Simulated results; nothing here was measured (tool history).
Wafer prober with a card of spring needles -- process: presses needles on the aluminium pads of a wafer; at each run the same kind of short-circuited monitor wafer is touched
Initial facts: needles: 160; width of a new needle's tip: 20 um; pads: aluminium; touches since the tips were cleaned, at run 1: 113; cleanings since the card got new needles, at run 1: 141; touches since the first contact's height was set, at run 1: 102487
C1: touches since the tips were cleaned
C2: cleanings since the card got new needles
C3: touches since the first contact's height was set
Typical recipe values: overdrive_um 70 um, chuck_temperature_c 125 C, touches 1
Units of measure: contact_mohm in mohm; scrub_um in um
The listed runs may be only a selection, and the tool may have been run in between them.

{"run": 1, "hour": 0.0, "overdrive_um": 70, "chuck_temperature_c": 125, "touches": 1, "C1": 113, "C2": 141, "C3": 102487, "contact_mohm": 160, "scrub_um": 15.21}
{"hour": 6.1, "done": "tips cleaned on abrasive film"}
{"hour": 13.8, "done": "tips cleaned on abrasive film"}
{"hour": 21.4, "done": "tips cleaned on abrasive film"}
{"hour": 27.5, "done": "tips cleaned on abrasive film"}
{"run": 2, "hour": 30.6, "overdrive_um": 70, "chuck_temperature_c": 125, "touches": 3, "C1": 1087, "C2": 145, "C3": 113075, "contact_mohm": 172, "scrub_um": 15.11}
{"hour": 33.8, "done": "tips cleaned on abrasive film"}
{"hour": 41.4, "done": "tips cleaned on abrasive film"}
{"hour": 47.5, "done": "tips cleaned on abrasive film"}
{"hour": 53.6, "done": "tips cleaned on abrasive film"}
{"run": 3, "hour": 58.8, "overdrive_um": 70, "chuck_temperature_c": 125, "touches": 1, "C1": 1808, "C2": 149, "C3": 122801, "contact_mohm": 246, "scrub_um": 15.04}
{"hour": 60.4, "done": "tips cleaned on abrasive film"}
{"hour": 66.6, "done": "tips cleaned on abrasive film"}
{"hour": 74.2, "done": "tips cleaned on abrasive film"}
{"run": 4, "hour": 80.1, "overdrive_um": 70, "chuck_temperature_c": 125, "touches": 1, "C1": 2087, "C2": 152, "C3": 130166, "contact_mohm": 253, "scrub_um": 14.93}
{"hour": 81.8, "done": "tips cleaned on abrasive film"}
{"hour": 87.9, "done": "tips cleaned on abrasive film"}
{"hour": 95.5, "done": "tips cleaned on abrasive film"}
{"hour": 103.0, "done": "tips cleaned on abrasive film"}
{"run": 5, "hour": 103.0, "overdrive_um": 70, "chuck_temperature_c": 58, "touches": 1, "C1": 0, "C2": 156, "C3": 138045, "contact_mohm": 142, "scrub_um": 14.86}
{"hour": 110.7, "done": "tips cleaned on abrasive film"}
{"hour": 116.8, "done": "tips cleaned on abrasive film"}
{"run": 6, "hour": 120.9, "overdrive_um": 70, "chuck_temperature_c": 57, "touches": 1, "C1": 1418, "C2": 158, "C3": 144213, "contact_mohm": 236, "scrub_um": 14.68}
{"hour": 124.0, "done": "tips cleaned on abrasive film"}
{"hour": 131.6, "done": "tips cleaned on abrasive film"}
{"hour": 137.7, "done": "tips cleaned on abrasive film"}
{"hour": 145.4, "done": "tips cleaned on abrasive film"}
{"hour": 151.5, "done": "tips cleaned on abrasive film"}
{"hour": 157.6, "done": "tips cleaned on abrasive film"}
{"run": 7, "hour": 162.5, "overdrive_um": 70, "chuck_temperature_c": 57, "touches": 1, "C1": 1705, "C2": 164, "C3": 158584, "contact_mohm": 248, "scrub_um": 14.43}
{"hour": 164.1, "done": "tips cleaned on abrasive film"}
{"hour": 171.7, "done": "tips cleaned on abrasive film"}
{"hour": 177.9, "done": "tips cleaned on abrasive film"}
{"hour": 185.5, "done": "tips cleaned on abrasive film"}
{"run": 8, "hour": 187.5, "overdrive_um": 70, "chuck_temperature_c": 57, "touches": 1, "C1": 691, "C2": 168, "C3": 167190, "contact_mohm": 202, "scrub_um": 14.37}
{"hour": 192.1, "done": "tips cleaned on abrasive film"}
{"hour": 198.2, "done": "tips cleaned on abrasive film"}
{"hour": 205.9, "done": "tips cleaned on abrasive film"}
{"run": 9, "hour": 205.9, "overdrive_um": 87, "chuck_temperature_c": 57, "touches": 1, "C1": 9, "C2": 171, "C3": 173532, "contact_mohm": 141, "scrub_um": 17.97}
{"hour": 212.0, "done": "tips cleaned on abrasive film"}
{"hour": 218.2, "done": "tips cleaned on abrasive film"}
{"hour": 225.8, "done": "tips cleaned on abrasive film"}
{"run": 10, "hour": 231.4, "overdrive_um": 82, "chuck_temperature_c": 125, "touches": 2, "C1": 1964, "C2": 174, "C3": 182364, "contact_mohm": 195, "scrub_um": 16.92}

4 ways to go on from here, each from the tool as it stands after run 10. What would each give?
{"hour": 233.0, "done": "tips cleaned on abrasive film"}
{"hour": 240.7, "done": "tips cleaned on abrasive film"}
{"hour": 246.8, "done": "tips cleaned on abrasive film"}
{"hour": 254.4, "done": "tips cleaned on abrasive film"}
{"hour": 262.1, "done": "tips cleaned on abrasive film"}
{"hour": 268.2, "done": "tips cleaned on abrasive film"}
{"run": "A", "hour": 274.1, "overdrive_um": 82, "chuck_temperature_c": 39, "touches": 2, "C1": 2082, "C2": 180, "C3": 197111, "contact_mohm": "?", "scrub_um": "?"}
{"hour": 233.0, "done": "tips cleaned on abrasive film"}
{"hour": 240.7, "done": "tips cleaned on abrasive film"}
{"hour": 246.8, "done": "tips cleaned on abrasive film"}
{"hour": 254.4, "done": "tips cleaned on abrasive film"}
{"hour": 262.1, "done": "tips cleaned on abrasive film"}
{"hour": 268.2, "done": "tips cleaned on abrasive film"}
{"run": "B", "hour": 274.1, "overdrive_um": 79, "chuck_temperature_c": 31, "touches": 1, "C1": 2082, "C2": 180, "C3": 197111, "contact_mohm": "?", "scrub_um": "?"}
{"hour": 233.0, "done": "tips cleaned on abrasive film"}
{"hour": 240.7, "done": "tips cleaned on abrasive film"}
{"hour": 246.8, "done": "tips cleaned on abrasive film"}
{"hour": 254.4, "done": "tips cleaned on abrasive film"}
{"hour": 262.1, "done": "tips cleaned on abrasive film"}
{"hour": 268.2, "done": "tips cleaned on abrasive film"}
{"run": "C", "hour": 274.1, "overdrive_um": 58, "chuck_temperature_c": 85, "touches": 1, "C1": 2082, "C2": 180, "C3": 197111, "contact_mohm": "?", "scrub_um": "?"}
{"hour": 233.0, "done": "tips cleaned on abrasive film"}
{"hour": 240.7, "done": "tips cleaned on abrasive film"}
{"hour": 246.8, "done": "tips cleaned on abrasive film"}
{"hour": 254.4, "done": "tips cleaned on abrasive film"}
{"hour": 262.1, "done": "tips cleaned on abrasive film"}
{"hour": 268.2, "done": "tips cleaned on abrasive film"}
{"run": "D", "hour": 274.1, "overdrive_um": 68, "chuck_temperature_c": 41, "touches": 2, "C1": 2082, "C2": 180, "C3": 197111, "contact_mohm": "?", "scrub_um": "?"}

run=A contact_mohm=197 scrub_um=16.78
run=B contact_mohm=259 scrub_um=16.14
run=C contact_mohm=377 scrub_um=11.35
run=D contact_mohm=235 scrub_um=13.47
Without the tool's unlogged condition, the same runs would have read:
run=A contact_mohm=123 scrub_um=19.03
run=B contact_mohm=125 scrub_um=18.39
run=C contact_mohm=136 scrub_um=13.64
run=D contact_mohm=125 scrub_um=15.70

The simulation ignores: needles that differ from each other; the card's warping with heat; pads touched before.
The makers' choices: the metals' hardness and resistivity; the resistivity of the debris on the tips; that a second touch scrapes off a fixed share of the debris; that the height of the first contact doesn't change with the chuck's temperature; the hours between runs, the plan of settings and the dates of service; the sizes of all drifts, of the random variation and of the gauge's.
